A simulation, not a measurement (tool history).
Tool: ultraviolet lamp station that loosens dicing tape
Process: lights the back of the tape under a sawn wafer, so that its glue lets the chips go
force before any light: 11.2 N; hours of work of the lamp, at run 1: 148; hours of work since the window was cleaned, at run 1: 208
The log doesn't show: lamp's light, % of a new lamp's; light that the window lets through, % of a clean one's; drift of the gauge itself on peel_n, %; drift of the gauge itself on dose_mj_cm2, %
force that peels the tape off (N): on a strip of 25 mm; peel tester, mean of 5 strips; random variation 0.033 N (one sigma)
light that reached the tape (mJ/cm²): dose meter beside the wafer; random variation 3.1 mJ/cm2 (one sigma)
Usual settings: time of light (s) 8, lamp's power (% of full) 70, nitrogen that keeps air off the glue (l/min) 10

run	hour	time of light (s)	lamp's power (% of full)	nitrogen that keeps air off the glue (l/min)	hours of work of the lamp	hours of work since the window was cleaned	force that peels the tape off (N)	light that reached the tape (mJ/cm²)
1	0.0	8	70	10	148	208	2.056	412
2	26.3	8	70	10	160	220	2.153	406
3	59.3	8	79	10	175	235	1.797	453
4	88.4	8	79	10	188	248	1.796	452
5	141.6	8	70	10	212	272	2.309	392
6	195.8	8	66	10	237	296	2.485	363
7	225.8	8	70	10	250	310	2.333	380
8	262.3	5	70	10	267	326	4.064	241
9	292.9	8	70	10	281	340	2.342	375
10	319.4	8	81	10	292	352	1.947	428
11	359.6	8	70	10	311	370	2.516	364
12	407.8	8	70	10	332	392	2.613	360
13	432.9	8	70	10	344	403	2.582	353
14	474.6	8	70	10	363	422	2.696	350
15	508.2	8	70	10	378	437	2.700	350
16	561.5	8	70	10	402	461	2.737	340
17	597.2	8	70	10	418	477	2.829	336
# hour 612.1: window cleaned of glue's vapour
18	649.7	8	80	10	441	17	1.921	443
19	699.1	8	70	10	464	39	2.417	382
20	743.4	8	70	10	484	59	2.344	380
21	782.9	8	70	10	501	77	2.484	374
22	821.7	8	70	10	519	95	2.427	362
23	867.1	8	84	10	539	115	1.974	433
24	900.1	8	75	9	554	130	2.626	385
25	952.6	16	95	15	578	154	0.322	957
26	1009.1	16	95	15	604	179	0.321	931
27	1044.1	16	95	15	619	195	0.349	920
28	1074.8	16	74	10	633	209	0.747	709
29	1100.2	14	79	4	645	220	1.871	655
30	1158.6	14	79	4	671	247	1.952	640
31	1187.1	7	79	4	684	260	4.585	322
32	1216.2	7	79	4	697	273	4.625	316
33	1249.3	13	70	4	712	288	2.694	509
34	1295.0	13	70	4	733	308	2.869	494
35	1338.3	13	70	8	752	328	1.800	493
36	1378.3	9	97	3	770	346	3.510	462
# hour 1383.9: lamp changed
37	1406.7	15	97	3	10	358	0.868	1096
38	1453.5	5	98	5	31	379	3.663	359
39	1510.5	14	70	10	57	405	0.727	710
40	1561.7	14	70	10	80	428	0.770	701
41	1603.3	14	65	10	99	447	0.935	646
42	1644.8	16	91	16	118	466	0.298	1019
43	1675.4	16	91	16	132	479	0.304	1000

Some steps in force that peels the tape off (N) between neighbouring runs. How much of each would the tool show without its hidden state too (settings, what came in, random variation), and how much is left for the hidden state, with any gauge scatter that isn't in both results?
Run 24 -> 25: time of light (s) 8 -> 16, lamp's power (% of full) 75 -> 95, nitrogen that keeps air off the glue (l/min) 9 -> 15. force that peels the tape off (N) -2.304: hidden state -0.914, all else -1.390.
Run 35 -> 36: time of light (s) 13 -> 9, lamp's power (% of full) 70 -> 97, nitrogen that keeps air off the glue (l/min) 8 -> 3. force that peels the tape off (N) +1.710: hidden state +0.625, all else +1.085.
Run 36 -> 37: time of light (s) 9 -> 15, lamp changed. force that peels the tape off (N) -2.642: hidden state -1.487, all else -1.155.
Run 37 -> 38: time of light (s) 15 -> 5, lamp's power (% of full) 97 -> 98, nitrogen that keeps air off the glue (l/min) 3 -> 5. force that peels the tape off (N) +2.795: hidden state +0.355, all else +2.440.
Run 38 -> 39: time of light (s) 5 -> 14, lamp's power (% of full) 98 -> 70, nitrogen that keeps air off the glue (l/min) 5 -> 10. force that peels the tape off (N) -2.936: hidden state -0.349, all else -2.587.
